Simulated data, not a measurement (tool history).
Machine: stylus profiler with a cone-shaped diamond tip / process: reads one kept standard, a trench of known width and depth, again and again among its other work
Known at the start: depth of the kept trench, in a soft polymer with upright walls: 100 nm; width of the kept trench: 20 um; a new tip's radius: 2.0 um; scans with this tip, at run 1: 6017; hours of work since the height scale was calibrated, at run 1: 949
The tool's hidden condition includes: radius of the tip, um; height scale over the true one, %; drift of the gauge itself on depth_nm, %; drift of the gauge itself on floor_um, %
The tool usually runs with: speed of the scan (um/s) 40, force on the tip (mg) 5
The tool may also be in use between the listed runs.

run      day  speed of the scan (um/s)  force on the tip (mg)  scans with this tip  hours of work since the height scale was calibrated  depth of the trench (Å)  width of the trench's floor (nm)
  1        0                        40                      5                 6017                                                  949                   1019.3                             18550
  2    3.396                        40                      5                 6354                                                 1003                   1019.5                             18570
  3    5.054                        40                      5                 6518                                                 1028                   1019.3                             18600
  4    8.625                        40                      5                 6872                                                 1084                   1019.6                             18550
  5    11.55                        40                      5                 7163                                                 1130                   1018.8                             18570
  6   14.325                        40                   8.15                 7438                                                 1174                   1027.4                             18640
  7   17.508                        40                      5                 7754                                                 1224                   1019.2                             18600
  8   20.142                        40                      5                 8015                                                 1265                   1019.4                             18550
  9   23.492                        40                      5                 8347                                                 1317                   1019.8                             18570
 10   25.192                        40                  10.65                 8516                                                 1344                     1032                             18600
 11   28.083                        40                  10.65                 8803                                                 1389                   1032.5                             18600
 12   31.692                        40                      5                 9161                                                 1446                   1019.4                             18530
 13   33.529                        40                      5                 9343                                                 1474                   1019.3                             18570
 14   37.533                        40                      5                 9741                                                 1537                   1018.9                             18570
 15   39.675                        40                      5                 9953                                                 1571                     1020                             18570
 16   42.538                        40                      5                10237                                                 1615                   1019.3                             18600
 17   44.704                        40                      5                10452                                                 1649                   1020.2                             18580
 18   48.638                        40                    1.8                10842                                                 1711                   1010.2                             18460
 19   52.538                        40                      5                11229                                                 1772                   1020.1                             18580
 20    55.75                        40                      5                11548                                                 1822                   1019.9                             18520
 21    59.65                        40                   5.21                11935                                                 1883                   1020.1                             18580
 22   62.108                        40                     13                12178                                                 1922                   1036.9                             18610
 23   64.833                        40                     13                12449                                                 1964                   1036.6                             18650
 24   67.079                        85                   4.19                12672                                                 2000                   1017.2                             18320
      68.458  -- new tip fitted, height scale calibrated
 25   69.088                        85                   4.19                   63                                                   10                     1017                             18320
 26   71.625                       101                      5                  314                                                   50                   1019.6                             18340
 27   74.129                        48                   1.93                  563                                                   89                   1010.7                             18420
 28   76.679                        99                  13.95                  816                                                  129                   1038.9                             18510
 29   79.925                        18                   2.49                 1138                                                  180                   1012.9                             18620
 30   82.904                        11                   2.07                 1434                                                  226                   1010.9                             18670
 31   85.229                        11                   2.07                 1664                                                  263                   1010.6                             18710
 32   89.112                        11                   2.07                 2049                                                  323                   1011.1                             18630
 33     92.5                       155                   2.07                 2386                                                  376                   1011.4                             17720
 34   95.688                       155                   2.07                 2702                                                  426                   1010.9                             17770
 35   98.329                        12                   5.02                 2964                                                  468                   1019.2                             18710
 36  100.471                       101                   4.47                 3176                                                  501                   1018.3                             18300
 37  104.442                       101                   4.47                 3570                                                  563                   1017.6                             18330
 38  106.408                        59                      5                 3765                                                  594                   1019.8                             18530
 39  109.267                        12                   7.81                 4049                                                  639                   1026.3                             18770
 40  112.446                        64                   2.11                 4365                                                  689                     1011                             18340
 41  114.133                        16                   3.16                 4532                                                  715                   1014.4                             18670
 42  116.483                        16                   3.16                 4765                                                  752                   1014.6                             18700
 43  118.417                        16                   3.16                 4957                                                  782                   1013.9                             18660
 44  121.296                        16                   3.16                 5243                                                  827                   1013.9                             18680
 45   125.15                        11                      5                 5625                                                  887                   1019.8                             18760
 46  127.125                        11                      5                 5821                                                  918                   1019.4                             18700

Branching from run 46: 3 alternative next runs. What would each branch give?
  A  130.267                        38                   4.25                 6133                                                  968                        ?                                 ?
  B  130.267                        21                  12.84                 6133                                                  968                        ?                                 ?
  C  130.267                        19                  11.93                 6133                                                  968                        ?                                 ?

run  depth of the trench (Å)  width of the trench's floor (nm)
  A                   1016.8                             18560
  B                   1036.3                             18680
  C                   1034.7                             18690
Without the tool's unlogged condition, the same runs would have read:
run  depth of the trench (Å)  width of the trench's floor (nm)
  A                   1016.7                             18570
  B                   1036.2                             18680
  C                   1034.6                             18700
